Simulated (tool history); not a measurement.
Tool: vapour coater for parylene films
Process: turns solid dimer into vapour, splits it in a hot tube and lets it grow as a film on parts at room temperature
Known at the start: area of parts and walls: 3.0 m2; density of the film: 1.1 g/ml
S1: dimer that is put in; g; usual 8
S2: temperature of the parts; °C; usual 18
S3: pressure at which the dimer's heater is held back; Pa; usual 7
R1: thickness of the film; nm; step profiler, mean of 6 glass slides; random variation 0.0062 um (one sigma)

run	day	S1	S2	S3	R1
1	0	8	18	7	1598
2	0.692	8	18	7	1590
3	1.758	8	18	7	1587
4	2.667	8	18	7	1576
5	3.575	8	18	7	1569
6	4.396	8	12	7	2081
# day 5.242: trap's valve overhauled
7	5.4	10	18	7	1823
8	6.338	6	18	7	1091
9	7.258	6	18	7	1090
10	8.046	6	18	7	1082
11	8.683	6	18	7	1086
12	9.333	6	18	7	1084
# day 10.262: trap's valve overhauled, once more
13	10.262	6	18	6.56	1322
14	11.15	8	15	7	1993
15	12.092	8	15	7	1995
16	12.954	8	25	7	1236
17	13.712	8	25	7	1235
18	14.192	8	18	7	1717
19	15.196	8	18	7	1705
20	15.908	8	18	7	1717
21	16.433	8	18	7	1705
22	17.508	8	18	7	1696
23	18.275	8	18	7	1696
24	18.983	8	18	7	1688
25	19.858	8	18	7	1683
26	20.546	8	18	7	1685
27	21.362	9	28	2.06	1538
28	22.071	8	14	9.64	1889
29	22.762	7	12	2.37	1980
30	23.883	7	12	2.37	1956
31	24.438	7	12	2.37	1971
32	25.529	7	12	2.37	1948
33	26.462	7	12	2.37	1950
34	27.567	8	12	7	2192
35	28.171	8	17	3.13	2045
36	28.65	8	17	3.13	2047
# day 29.379: table's thermometer calibrated
37	29.471	8	17	3.13	1935
38	30.621	10	17	2.27	2580
39	31.325	14	13	2.27	3827
40	32.342	8	18	11.13	1389
41	33.388	4	23	4.38	675
# day 34.217: trap's valve overhauled
42	34.512	9	23	6.66	1500
43	35.075	9	23	6.66	1484
44	35.667	9	23	6.66	1489
45	36.596	9	23	6.66	1473
46	37.721	9	19	10.14	1640
47	38.546	5	19	10.14	900

The same runs without the tool's hidden state, with the same run-to-run variation:
The hidden state here: vapour lost through the trap's worn valve, %; true temperature of the parts over the reading, C; drift of the gauge itself on film_um, %.
run	R1
1	1671
2	1666
3	1670
4	1664
5	1661
6	2209
7	2078
8	1248
9	1252
10	1247
11	1253
12	1253
13	1268
14	1917
15	1925
16	1196
17	1197
18	1667
19	1660
20	1677
21	1668
22	1664
23	1668
24	1663
25	1664
26	1669
27	1528
28	1881
29	2081
30	2065
31	2084
32	2069
33	2079
34	2221
35	2077
36	2083
37	2078
38	2783
39	4161
40	1507
41	735
42	1498
43	1485
44	1492
45	1482
46	1655
47	910
